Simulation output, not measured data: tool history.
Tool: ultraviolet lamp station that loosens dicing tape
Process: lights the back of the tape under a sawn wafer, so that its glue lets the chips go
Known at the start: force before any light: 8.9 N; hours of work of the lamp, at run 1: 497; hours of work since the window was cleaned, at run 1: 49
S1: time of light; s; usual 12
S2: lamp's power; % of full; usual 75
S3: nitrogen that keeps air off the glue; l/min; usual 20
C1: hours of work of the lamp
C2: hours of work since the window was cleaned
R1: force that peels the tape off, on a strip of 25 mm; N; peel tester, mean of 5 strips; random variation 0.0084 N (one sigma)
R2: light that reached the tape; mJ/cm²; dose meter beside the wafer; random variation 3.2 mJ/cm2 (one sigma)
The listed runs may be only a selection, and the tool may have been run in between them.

run     day  S1  S2  S3   C1   C2     R1   R2
  1       0  12  75  20  497   49  0.542  414
  2   0.862  12  75  20  509   61  0.579  408
  3   1.354  12  75  20  517   69  0.574  408
  4   2.162  16  75  20  529   81  0.266  539
  5   2.671  16  75  20  536   88  0.273  535
  6   3.308  12  75  20  546   98  0.614  397
  7   4.325  12  75  20  561  113  0.636  393
  8   5.071  12  75  20  572  124  0.652  392
  9   5.967  12  81  16  585  137  0.585  419
      6.046  -- window cleaned of glue's vapour
 10   6.625  10  97  17  594    9  0.626  406
 11   7.162  18  62  20  602   17    0.4  467
 12     8.3  18  62  20  619   33  0.414  459
 13   9.012  18  62  20  630   44  0.434  459
 14   9.504  18  62  13  637   51   0.55  451
 15  10.542   7  95  14  652   67  1.626  267
     11.362  -- window cleaned of glue's vapour, once more
 16  11.471   6  75  30  666    2  2.031  195

Consider 4 possible next runs. They are alternatives, not a sequence: every one starts from the tool as it was left by run 16. What does each give?
  A  12.179  12  95  25  676  12   ?   ?
  B  12.179  12  99  25  676  12   ?   ?
  C  12.179  14  75   8  676  12   ?   ?
  D  12.179   6  75  14  676  12   ?   ?

run     R1   R2
  A  0.306  502
  B  0.266  521
  C  0.683  456
  D  2.431  196
What these runs would have given with no unlogged condition in the tool:
run     R1   R2
  A  0.166  632
  B  0.145  657
  C  0.376  576
  D  1.756  247
